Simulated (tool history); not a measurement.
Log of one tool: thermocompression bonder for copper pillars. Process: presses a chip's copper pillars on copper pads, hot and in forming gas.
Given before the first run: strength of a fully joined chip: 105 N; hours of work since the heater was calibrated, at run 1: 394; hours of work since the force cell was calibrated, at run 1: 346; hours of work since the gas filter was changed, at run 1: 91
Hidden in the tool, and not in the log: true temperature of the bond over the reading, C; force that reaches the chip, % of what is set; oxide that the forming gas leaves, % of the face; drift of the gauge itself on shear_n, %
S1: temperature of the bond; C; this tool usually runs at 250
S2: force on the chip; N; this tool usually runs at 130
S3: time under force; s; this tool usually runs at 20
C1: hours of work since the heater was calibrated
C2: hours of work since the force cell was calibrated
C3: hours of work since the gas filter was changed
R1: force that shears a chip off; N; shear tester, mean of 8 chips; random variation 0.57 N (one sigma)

run   hour   S1   S2  S3   C1   C2   C3    R1
  1      0  250  130  20  394  346   91    33
  2   14.2  250  130  20  400  353   97  33.1
  3     27  250  130  20  406  359  103  33.3
  4   47.3  250  130  20  416  368  113    33
  5   68.6  250  130  20  426  378  123    32
  6   84.9  250  130  20  433  386  131  32.4
  7   97.4  250  130  20  439  392  136  31.7
  8  112.4  250  130  20  446  399  144  30.7
  9  133.3  250  130  20  456  408  153  30.7
 10  144.7  250  130  20  461  414  159  30.4
 11  154.4  250  130  18  466  418  163  29.5
     158.5  -- forming gas filter changed
 12  164.9  250  123  20  471  423    3  31.6
 13  176.9  250  123  20  476  429    9  31.1
 14    189  244  136  24  482  434   14  33.1
 15  206.7  244  136  24  490  443   23  32.9
 16  225.6  244  136  24  499  452   32  32.8
 17  247.9  258  185  20  510  462   42  46.9
     260.3  -- heater calibrated with a thermocouple chip
 18  269.6  264  141  20    4  471   51  46.2
 19  292.8  228  130  28   15  482   62  31.9
 20  310.8  228  130  28   24  491   71  31.7
 21  326.4  228  130  28   31  498   78  31.6

Alternative continuations, all from the tool just after run 21; predict every row:
  A  336.5  263  130  20  36  503  83   ?
  B  336.5  258  169  14  36  503  83   ?
  C  336.5  268  130  20  36  503  83   ?

run    R1
  A  43.6
  B  43.7
  C  45.1
With the hidden condition removed and each run's random variation left untouched, the same runs would have given:
run    R1
  A  45.9
  B  45.9
  C  47.4
